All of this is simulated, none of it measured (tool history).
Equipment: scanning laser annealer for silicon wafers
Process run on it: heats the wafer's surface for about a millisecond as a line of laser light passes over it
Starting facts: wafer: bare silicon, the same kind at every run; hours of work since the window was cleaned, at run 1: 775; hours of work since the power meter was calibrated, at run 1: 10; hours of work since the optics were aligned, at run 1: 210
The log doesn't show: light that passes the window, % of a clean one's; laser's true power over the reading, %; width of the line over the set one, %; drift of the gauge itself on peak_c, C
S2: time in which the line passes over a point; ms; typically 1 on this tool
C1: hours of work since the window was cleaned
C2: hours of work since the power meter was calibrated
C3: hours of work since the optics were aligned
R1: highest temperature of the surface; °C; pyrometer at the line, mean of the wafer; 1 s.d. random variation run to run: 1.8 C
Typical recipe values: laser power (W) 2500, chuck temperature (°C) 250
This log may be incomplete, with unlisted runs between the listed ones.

run 1 hour=0 | laser_power_(W)=2500 S2=1 chuck_temperature_(°C)=250 | C1=775 C2=10 C3=210 | R1=1038
run 2 hour=13 | laser_power_(W)=2630 S2=1 chuck_temperature_(°C)=250 | C1=785 C2=21 C3=221 | R1=1076
run 3 hour=29.2 | laser_power_(W)=2500 S2=1 chuck_temperature_(°C)=242 | C1=798 C2=33 C3=233 | R1=1030
run 4 hour=44.3 | laser_power_(W)=2500 S2=1 chuck_temperature_(°C)=242 | C1=810 C2=45 C3=245 | R1=1030
run 5 hour=54.2 | laser_power_(W)=2500 S2=1 chuck_temperature_(°C)=242 | C1=818 C2=53 C3=253 | R1=1029
run 6 hour=70 | laser_power_(W)=2500 S2=1 chuck_temperature_(°C)=242 | C1=830 C2=65 C3=266 | R1=1028
run 7 hour=83.1 | laser_power_(W)=2500 S2=1 chuck_temperature_(°C)=242 | C1=841 C2=76 C3=276 | R1=1028
run 8 hour=99.9 | laser_power_(W)=2461 S2=1 chuck_temperature_(°C)=256 | C1=854 C2=89 C3=289 | R1=1035
run 9 hour=114 | laser_power_(W)=2219 S2=1.04 chuck_temperature_(°C)=249 | C1=865 C2=100 C3=300 | R1=969
run 10 hour=123 | laser_power_(W)=2219 S2=1.04 chuck_temperature_(°C)=249 | C1=872 C2=107 C3=307 | R1=969
run 11 hour=131.9 | laser_power_(W)=2219 S2=0.78 chuck_temperature_(°C)=239 | C1=879 C2=114 C3=314 | R1=859
run 12 hour=145 | laser_power_(W)=2219 S2=0.78 chuck_temperature_(°C)=239 | C1=889 C2=124 C3=325 | R1=857
run 13 hour=163.4 | laser_power_(W)=2420 S2=0.86 chuck_temperature_(°C)=212 | C1=904 C2=139 C3=339 | R1=920

Forecast each of these 3 alternatives for the next run:
run A hour=175 | laser_power_(W)=2276 S2=1 chuck_temperature_(°C)=267 | C1=913 C2=148 C3=348 | R1=?
run B hour=175 | laser_power_(W)=2310 S2=0.79 chuck_temperature_(°C)=288 | C1=913 C2=148 C3=348 | R1=?
run C hour=175 | laser_power_(W)=2420 S2=0.72 chuck_temperature_(°C)=273 | C1=913 C2=148 C3=348 | R1=?

run=A R1=990
run=B R1=935
run=C R1=914
With no hidden state in the tool, these same runs would have given:
run=A R1=991
run=B R1=936
run=C R1=915

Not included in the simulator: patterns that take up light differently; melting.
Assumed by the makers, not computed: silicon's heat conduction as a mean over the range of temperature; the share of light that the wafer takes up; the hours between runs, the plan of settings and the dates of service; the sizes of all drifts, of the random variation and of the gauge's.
